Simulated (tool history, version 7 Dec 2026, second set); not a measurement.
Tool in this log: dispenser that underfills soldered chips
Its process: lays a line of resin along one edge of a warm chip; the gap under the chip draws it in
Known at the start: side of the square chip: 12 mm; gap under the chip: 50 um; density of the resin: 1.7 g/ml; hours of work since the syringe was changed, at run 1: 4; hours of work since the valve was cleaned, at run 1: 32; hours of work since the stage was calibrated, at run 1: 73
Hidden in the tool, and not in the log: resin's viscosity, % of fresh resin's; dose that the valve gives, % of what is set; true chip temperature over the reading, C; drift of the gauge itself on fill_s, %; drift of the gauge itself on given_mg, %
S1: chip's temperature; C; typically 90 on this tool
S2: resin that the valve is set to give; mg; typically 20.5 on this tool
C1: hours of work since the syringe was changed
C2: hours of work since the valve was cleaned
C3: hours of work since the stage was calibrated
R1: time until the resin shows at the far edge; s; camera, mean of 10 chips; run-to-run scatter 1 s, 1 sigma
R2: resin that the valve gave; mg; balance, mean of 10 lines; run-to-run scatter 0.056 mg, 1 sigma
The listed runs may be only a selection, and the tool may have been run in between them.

run   hour  S1    S2  C1   C2   C3     R1     R2
  1      0  90  20.5   4   32   73  126.3  20.13
       3.1  -- new syringe of resin
  2    3.4  90  20.5   0   34   76  101.8  20.02
  3    6.5  90  20.5   3   37   78  112.4   20.1
      11.9  -- new syringe of resin
  4   12.1  90  20.5   0   41   82  100.5  20.02
  5   16.8  79  20.5   4   44   85  181.8  20.03
  6   19.6  79  24.3   6   46   88  200.5  23.51
      20.8  -- new syringe of resin
  7   24.8  86  20.5   3   50   91  135.6  19.84
  8   27.3  86  20.5   5   52   93  148.2  19.89
      29.4  -- new syringe of resin
  9   32.3  86  20.5   2   55   97  130.4  19.82
 10   36.3  96  20.5   5   58  100  100.1  19.73
      38.1  -- new syringe of resin
 11   40.4  96  20.5   2   61  103     85  19.73
 12   44.4  96  20.5   5   64  106   98.6  19.63
      46.8  -- new syringe of resin
 13   47.2  96  20.5   0   66  107   80.5  19.71
 14   51.8  96  20.5   4   69  111   95.8  19.59
      55.5  -- new syringe of resin
 15   56.8  90  20.5   1   73  114  106.6  19.61
 16   59.8  98  25.5   3   75  117   85.5  24.22
 17   62.1  96  20.5   5   77  118  100.6  19.47
      64.1  -- new syringe of resin
 18   67.1  84  18.5   2   80  122  144.6  17.52
 19   69.5  78  22.8   4   82  124    198  21.62
      72.7  -- new syringe of resin
 20     74  84  24.8   1   85  127  129.7  23.52
 21   78.4  89  19.2   4   89  130  130.6  18.13
      81.2  -- new syringe of resin
 22   81.2  78  20.6   0   90  132  160.3  19.38
 23   84.4  79  18.3   2   93  134  177.8  17.27
      89.8  -- new syringe of resin
 24   89.8  76  18.1   0   97  138  186.4  16.96
 25   93.1  94    25   2   99  141   95.2  23.39
 26   95.8  94    25   4  101  143  105.9   23.4
      98.3  -- new syringe of resin
 27  100.7  83  21.7   2  105  146  144.7  20.43
     103.9  -- dispensing valve cleaned and set on the balance
 28  106.7  94  26.7   6    2  150  109.3  26.71

Below, each run's measurement less what the same run would have read without the hidden state. Both values contain the same run-to-run variation, but the gauge's scatter may not be the same in both:
run     R1     R2
  1  +25.2  -0.41
  2   +2.5  -0.44
  3    +14  -0.47
  4   +0.5  -0.52
  5  +28.9  -0.57
  6  +47.4   -0.7
  7  +20.3  -0.64
  8  +33.2  -0.66
  9  +12.9  -0.71
 10  +21.9  -0.74
 11   +6.7  -0.77
 12  +19.8  -0.81
 13   +1.7  -0.84
 14  +16.3  -0.88
 15   +6.6  -0.93
 16  +13.3  -1.18
 17  +22.2  -0.97
 18  +17.3  -0.91
 19  +37.3  -1.14
 20   +6.3   -1.3
 21    +25  -1.04
 22   -1.4  -1.14
 23  +18.8  -1.04
 24   +3.8  -1.06
 25  +11.4   -1.5
 26  +21.3  -1.54
 27  +14.2  -1.39
 28  +26.4  +0.03

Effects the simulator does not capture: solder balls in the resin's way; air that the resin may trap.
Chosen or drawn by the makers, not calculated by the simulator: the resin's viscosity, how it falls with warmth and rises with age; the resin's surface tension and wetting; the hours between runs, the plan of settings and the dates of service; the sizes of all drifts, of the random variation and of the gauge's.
